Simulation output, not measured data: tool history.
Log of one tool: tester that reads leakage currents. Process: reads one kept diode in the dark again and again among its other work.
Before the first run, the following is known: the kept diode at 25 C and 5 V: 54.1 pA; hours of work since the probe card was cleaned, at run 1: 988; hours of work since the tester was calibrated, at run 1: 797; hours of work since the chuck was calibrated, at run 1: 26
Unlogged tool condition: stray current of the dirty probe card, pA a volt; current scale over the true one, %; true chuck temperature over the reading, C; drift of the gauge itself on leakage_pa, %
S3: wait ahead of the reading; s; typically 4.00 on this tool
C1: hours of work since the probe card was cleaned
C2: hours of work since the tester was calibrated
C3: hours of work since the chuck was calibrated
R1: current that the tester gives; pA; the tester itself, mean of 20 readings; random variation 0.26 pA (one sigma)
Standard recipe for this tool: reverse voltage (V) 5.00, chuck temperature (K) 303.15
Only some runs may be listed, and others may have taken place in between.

run 1 hour=0.0 | reverse_voltage_(V)=5.00 chuck_temperature_(K)=303.15 S3=4.00 | C1=988 C2=797 C3=26 | R1=88.43
run 2 hour=33.8 | reverse_voltage_(V)=5.00 chuck_temperature_(K)=303.15 S3=4.00 | C1=1006 C2=815 C3=44 | R1=88.13
run 3 hour=74.2 | reverse_voltage_(V)=5.00 chuck_temperature_(K)=303.15 S3=4.00 | C1=1028 C2=837 C3=66 | R1=87.93
run 4 hour=95.1 | reverse_voltage_(V)=5.00 chuck_temperature_(K)=303.15 S3=0.96 | C1=1039 C2=848 C3=77 | R1=88.33
run 5 hour=136.3 | reverse_voltage_(V)=2.76 chuck_temperature_(K)=303.15 S3=4.00 | C1=1061 C2=870 C3=99 | R1=69.16
run 6 hour=159.6 | reverse_voltage_(V)=1.25 chuck_temperature_(K)=303.15 S3=4.00 | C1=1074 C2=883 C3=112 | R1=50.55
run 7 hour=197.2 | reverse_voltage_(V)=1.25 chuck_temperature_(K)=303.15 S3=4.00 | C1=1094 C2=903 C3=132 | R1=50.45
run 8 hour=238.6 | reverse_voltage_(V)=2.29 chuck_temperature_(K)=303.15 S3=0.71 | C1=1116 C2=925 C3=154 | R1=64.02
-- hour=244.1 chuck's temperature calibrated
run 9 hour=277.7 | reverse_voltage_(V)=2.29 chuck_temperature_(K)=303.15 S3=0.71 | C1=1136 C2=945 C3=18 | R1=63.13
run 10 hour=304.3 | reverse_voltage_(V)=5.00 chuck_temperature_(K)=303.15 S3=2.72 | C1=1150 C2=959 C3=32 | R1=85.57
run 11 hour=322.2 | reverse_voltage_(V)=5.00 chuck_temperature_(K)=298.15 S3=4.00 | C1=1160 C2=969 C3=42 | R1=55.32
run 12 hour=365.2 | reverse_voltage_(V)=6.21 chuck_temperature_(K)=308.15 S3=1.86 | C1=1183 C2=992 C3=65 | R1=142.20
run 13 hour=384.8 | reverse_voltage_(V)=2.18 chuck_temperature_(K)=295.15 S3=2.01 | C1=1193 C2=1002 C3=75 | R1=30.01
run 14 hour=406.4 | reverse_voltage_(V)=2.18 chuck_temperature_(K)=303.15 S3=2.01 | C1=1205 C2=1014 C3=87 | R1=61.00

Difference, measured minus no-hidden-state, one row per run. Run-to-run variation is common to both terms; the gauge's own scatter need not be:
run=1 R1=+2.67
run=2 R1=+2.50
run=3 R1=+2.28
run=4 R1=+2.18
run=5 R1=+0.78
run=6 R1=+0.00
run=7 R1=-0.14
run=8 R1=+0.13
run=9 R1=-1.07
run=10 R1=-0.25
run=11 R1=+0.97
run=12 R1=-2.30
run=13 R1=-0.01
run=14 R1=-1.63
